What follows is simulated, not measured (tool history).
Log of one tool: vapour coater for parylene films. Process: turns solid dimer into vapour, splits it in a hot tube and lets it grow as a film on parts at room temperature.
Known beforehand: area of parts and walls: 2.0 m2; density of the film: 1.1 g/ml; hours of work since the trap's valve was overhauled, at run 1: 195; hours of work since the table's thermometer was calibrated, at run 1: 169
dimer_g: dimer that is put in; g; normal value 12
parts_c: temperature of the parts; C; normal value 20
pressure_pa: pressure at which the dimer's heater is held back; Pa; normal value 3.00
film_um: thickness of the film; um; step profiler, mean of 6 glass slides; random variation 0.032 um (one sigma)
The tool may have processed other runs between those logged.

run   hour  dimer_g  parts_c  pressure_pa  hours of work since the trap's valve was overhauled  hours of work since the table's thermometer was calibrated  film_um
  1    0.0       12       20         3.00                                                  195                                                         169     3.16
  2   16.7       12       15         3.00                                                  204                                                         178     3.73
  3   24.9       20       20         3.00                                                  209                                                         182     5.21
  4   32.2       12       20         3.00                                                  213                                                         186     3.15
  5   47.0       12       20         2.24                                                  221                                                         195     3.24
  6   54.6        5       20         3.00                                                  225                                                         199     1.30
  7   72.6        5       20         3.00                                                  235                                                         209     1.29
  8   84.5        5       20         3.00                                                  242                                                         215     1.32
  9   95.9        5       16         3.00                                                  248                                                         221     1.52
 10  111.5       21       20         3.00                                                  257                                                         230     5.49
 11  126.7       21       20         3.00                                                  265                                                         238     5.55
 12  143.7       21       20         4.32                                                  274                                                         248     5.43
 13  159.5       21       20         4.32                                                  283                                                         257     5.33
 14  174.3       21       20         4.32                                                  291                                                         265     5.39
 15  187.8       21       20         4.32                                                  299                                                         272     5.36
 16  199.1       21       20         4.32                                                  305                                                         278     5.46
 17  212.6        8       12         2.23                                                  312                                                         286     2.87
 18  228.2       12       20         8.30                                                  321                                                         294     2.91
 19  239.7       12       14         2.62                                                  327                                                         301     3.98
 20  248.6       12       30         6.94                                                  332                                                         306     2.04
 21  257.6       12       30         3.04                                                  337                                                         311     2.20
 22  266.7        9       20         8.76                                                  342                                                         316     2.16
 23  282.5        5       21         5.77                                                  351                                                         324     1.22
 24  293.8        5       21         5.77                                                  357                                                         331     1.21
 25  301.8        5       21         5.81                                                  361                                                         335     1.21
 26  310.4        5       21         5.81                                                  366                                                         340     1.22
 27  327.2        5       21         5.81                                                  375                                                         349     1.20
 28  342.7       12       19         7.29                                                  384                                                         357     3.07
 29  350.4        6       19         2.32                                                  388                                                         362     1.67
 30  367.2        6       19         2.32                                                  397                                                         371     1.68
 31  382.9        6       19         2.32                                                  406                                                         380     1.69

5 options for the next run, each taken on its own from the tool as it stands now. Forecast them:
  A  393.7       18       20         3.00                                                  412                                                         386        ?
  B  393.7        6       19         5.41                                                  412                                                         386        ?
  C  393.7        6       19         2.32                                                  412                                                         386        ?
  D  393.7        8       19         2.64                                                  412                                                         386        ?
  E  393.7       20       24         3.00                                                  412                                                         386        ?

run  film_um
  A     4.79
  B     1.55
  C     1.63
  D     2.21
  E     4.53
Without the tool's hidden state the same runs would have given:
run  film_um
  A     4.80
  B     1.56
  C     1.64
  D     2.21
  E     4.54
